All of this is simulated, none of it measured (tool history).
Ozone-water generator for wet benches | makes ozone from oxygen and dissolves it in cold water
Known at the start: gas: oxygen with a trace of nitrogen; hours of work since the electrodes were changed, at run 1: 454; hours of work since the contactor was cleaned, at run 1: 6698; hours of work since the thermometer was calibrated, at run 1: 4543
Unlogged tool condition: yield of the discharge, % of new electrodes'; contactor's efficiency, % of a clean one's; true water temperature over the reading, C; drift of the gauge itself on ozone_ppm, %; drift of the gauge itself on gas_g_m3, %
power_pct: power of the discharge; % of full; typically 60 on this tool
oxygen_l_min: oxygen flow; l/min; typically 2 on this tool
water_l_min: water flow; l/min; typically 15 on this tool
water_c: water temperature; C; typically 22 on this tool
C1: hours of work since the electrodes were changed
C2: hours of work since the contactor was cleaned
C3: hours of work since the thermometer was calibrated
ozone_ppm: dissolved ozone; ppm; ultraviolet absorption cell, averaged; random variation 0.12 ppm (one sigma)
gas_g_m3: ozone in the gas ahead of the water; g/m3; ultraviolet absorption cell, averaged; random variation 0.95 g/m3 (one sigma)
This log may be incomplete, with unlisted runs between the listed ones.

run 1 day=0 | power_pct=60 oxygen_l_min=2 water_l_min=15 water_c=22 | C1=454 C2=6698 C3=4543 | ozone_ppm=11.2 gas_g_m3=161.1
run 2 day=0.796 | power_pct=60 oxygen_l_min=2 water_l_min=15 water_c=22 | C1=466 C2=6710 C3=4555 | ozone_ppm=11.3 gas_g_m3=159.3
run 3 day=1.742 | power_pct=60 oxygen_l_min=2 water_l_min=15 water_c=22 | C1=480 C2=6724 C3=4569 | ozone_ppm=11.3 gas_g_m3=161.6
run 4 day=2.496 | power_pct=60 oxygen_l_min=2 water_l_min=15 water_c=16 | C1=491 C2=6736 C3=4580 | ozone_ppm=11.9 gas_g_m3=159.7
run 5 day=3.217 | power_pct=60 oxygen_l_min=2 water_l_min=15 water_c=16 | C1=502 C2=6746 C3=4591 | ozone_ppm=12 gas_g_m3=160.3
run 6 day=3.883 | power_pct=60 oxygen_l_min=2 water_l_min=15 water_c=16 | C1=512 C2=6756 C3=4601 | ozone_ppm=12 gas_g_m3=159.9
run 7 day=4.642 | power_pct=60 oxygen_l_min=2.69 water_l_min=15 water_c=16 | C1=523 C2=6768 C3=4613 | ozone_ppm=12.5 gas_g_m3=133.3
run 8 day=5.829 | power_pct=60 oxygen_l_min=2.69 water_l_min=15 water_c=16 | C1=541 C2=6785 C3=4630 | ozone_ppm=12.2 gas_g_m3=129.8
run 9 day=6.442 | power_pct=60 oxygen_l_min=2.69 water_l_min=15 water_c=16 | C1=550 C2=6795 C3=4639 | ozone_ppm=12.1 gas_g_m3=133.4
run 10 day=7.779 | power_pct=60 oxygen_l_min=2.69 water_l_min=19 water_c=16 | C1=570 C2=6815 C3=4659 | ozone_ppm=9.7 gas_g_m3=133.1
run 11 day=8.404 | power_pct=74 oxygen_l_min=2.69 water_l_min=19 water_c=16 | C1=580 C2=6824 C3=4669 | ozone_ppm=10.7 gas_g_m3=149.3
run 12 day=9.546 | power_pct=74 oxygen_l_min=2.69 water_l_min=19 water_c=16 | C1=597 C2=6841 C3=4686 | ozone_ppm=11.1 gas_g_m3=147.7
run 13 day=10.454 | power_pct=74 oxygen_l_min=2.69 water_l_min=19 water_c=16 | C1=610 C2=6855 C3=4699 | ozone_ppm=10.6 gas_g_m3=147.8
run 14 day=11.096 | power_pct=60 oxygen_l_min=2 water_l_min=15 water_c=22 | C1=620 C2=6864 C3=4709 | ozone_ppm=11.6 gas_g_m3=158
run 15 day=11.833 | power_pct=60 oxygen_l_min=2 water_l_min=15 water_c=22 | C1=631 C2=6875 C3=4720 | ozone_ppm=11.4 gas_g_m3=158.7
run 16 day=13.15 | power_pct=87 oxygen_l_min=2 water_l_min=15 water_c=22 | C1=650 C2=6895 C3=4740 | ozone_ppm=13.8 gas_g_m3=196.2
run 17 day=14.012 | power_pct=87 oxygen_l_min=2 water_l_min=15 water_c=22 | C1=663 C2=6908 C3=4753 | ozone_ppm=14 gas_g_m3=195.5
run 18 day=15.217 | power_pct=87 oxygen_l_min=2 water_l_min=15 water_c=22 | C1=681 C2=6926 C3=4771 | ozone_ppm=13.9 gas_g_m3=193.5
run 19 day=15.867 | power_pct=87 oxygen_l_min=2 water_l_min=15 water_c=22 | C1=691 C2=6936 C3=4780 | ozone_ppm=14.1 gas_g_m3=192.8
run 20 day=16.946 | power_pct=60 oxygen_l_min=2 water_l_min=18 water_c=22 | C1=707 C2=6952 C3=4797 | ozone_ppm=9.5 gas_g_m3=158.5
run 21 day=17.629 | power_pct=45 oxygen_l_min=2 water_l_min=11 water_c=15 | C1=717 C2=6962 C3=4807 | ozone_ppm=14 gas_g_m3=136.1
run 22 day=18.408 | power_pct=60 oxygen_l_min=2.82 water_l_min=15 water_c=22 | C1=729 C2=6974 C3=4818 | ozone_ppm=11.1 gas_g_m3=128.3
run 23 day=19.371 | power_pct=60 oxygen_l_min=1.06 water_l_min=23 water_c=15 | C1=744 C2=6988 C3=4833 | ozone_ppm=6.5 gas_g_m3=239.2
run 24 day=19.929 | power_pct=52 oxygen_l_min=2.33 water_l_min=15 water_c=21 | C1=752 C2=6996 C3=4841 | ozone_ppm=10.5 gas_g_m3=133.1
run 25 day=20.854 | power_pct=76 oxygen_l_min=1.09 water_l_min=12 water_c=20 | C1=766 C2=7010 C3=4855 | ozone_ppm=15.4 gas_g_m3=266.6
-- day=21.442 water thermometer calibrated
run 26 day=21.975 | power_pct=76 oxygen_l_min=1.09 water_l_min=12 water_c=20 | C1=782 C2=7027 C3=8 | ozone_ppm=15.5 gas_g_m3=263.2
run 27 day=22.592 | power_pct=76 oxygen_l_min=2.77 water_l_min=13 water_c=20 | C1=791 C2=7036 C3=17 | ozone_ppm=14.9 gas_g_m3=146.6
run 28 day=23.208 | power_pct=42 oxygen_l_min=3.33 water_l_min=10 water_c=24 | C1=801 C2=7045 C3=26 | ozone_ppm=12.2 gas_g_m3=95.8

What does the tool deliver on the next run?
run 29 day=24.283 | power_pct=42 oxygen_l_min=3.33 water_l_min=10 water_c=24 | C1=817 C2=7061 C3=42 | ozone_ppm=? gas_g_m3=?

ozone_ppm: 12.2 ppm
gas_g_m3: 94.4 g/m3
Were there no unlogged condition in the tool, this run, its random variation unchanged, would have produced ozone_ppm 12.5 ppm, gas_g_m3 95.5 g/m3.
